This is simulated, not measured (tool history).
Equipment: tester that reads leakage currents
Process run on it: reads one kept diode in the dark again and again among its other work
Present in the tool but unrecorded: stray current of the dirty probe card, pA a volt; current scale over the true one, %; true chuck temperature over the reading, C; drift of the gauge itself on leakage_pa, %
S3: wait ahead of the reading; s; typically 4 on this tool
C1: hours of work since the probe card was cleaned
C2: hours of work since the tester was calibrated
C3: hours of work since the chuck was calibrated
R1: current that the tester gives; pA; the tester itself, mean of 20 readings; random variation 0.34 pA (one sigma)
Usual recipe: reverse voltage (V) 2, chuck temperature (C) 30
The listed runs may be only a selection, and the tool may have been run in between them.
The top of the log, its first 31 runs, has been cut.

Run 32, hour 700.4: usual settings but reverse voltage (V) 1.33, chuck temperature (C) 33, S3 0.91 s; C1 25; C2 729; C3 302. Result: R1 118.37 pA.
Run 33, hour 719.3: usual settings but reverse voltage (V) 1.33, chuck temperature (C) 33, S3 0.91 s; C1 34; C2 738; C3 311. Result: R1 119.22 pA.
Run 34, hour 748.6: usual settings but reverse voltage (V) 4.56, chuck temperature (C) 23, S3 0.84 s; C1 48; C2 752; C3 325. Result: R1 91.86 pA.
Run 35, hour 778.6: usual settings but reverse voltage (V) 2.14, chuck temperature (C) 25, S3 4.03 s; C1 62; C2 766; C3 339. Result: R1 74.2 pA.
Run 36, hour 796.7: usual settings but reverse voltage (V) 2.14, chuck temperature (C) 25, S3 4.03 s; C1 71; C2 774; C3 348. Result: R1 74.61 pA.
Run 37, hour 825.4: usual settings but reverse voltage (V) 1.34, chuck temperature (C) 54, S3 0.6 s; C1 84; C2 788; C3 361. Result: R1 681.89 pA.
Run 38, hour 848.2: usual settings but reverse voltage (V) 7.09, chuck temperature (C) 56, S3 0.88 s; C1 95; C2 799; C3 372. Result: R1 1922.59 pA.
Run 39, hour 868.2: usual settings but reverse voltage (V) 5.96, S3 0.4 s; C1 104; C2 808; C3 381. Result: R1 204.91 pA.

3 options for the next run, each taken on its own from the tool as it stands now. Forecast them:
Run A, hour 895.9: usual settings but reverse voltage (V) 5.96, chuck temperature (C) 53, S3 0.4 s; C1 117; C2 821; C3 394. Result: R1 ?.
Run B, hour 895.9: usual settings but reverse voltage (V) 5.96, chuck temperature (C) 41, S3 0.95 s; C1 117; C2 821; C3 394. Result: R1 ?.
Run C, hour 895.9: usual settings but reverse voltage (V) 5.96, chuck temperature (C) 47, S3 1.56 s; C1 117; C2 821; C3 394. Result: R1 ?.

run      R1
  A  1394.7
  B  525.01
  C  865.04
Take away the tool's hidden state, keep each run's random variation, and the runs would have read:
run       R1
  A  1363.05
  B   512.03
  C   844.63
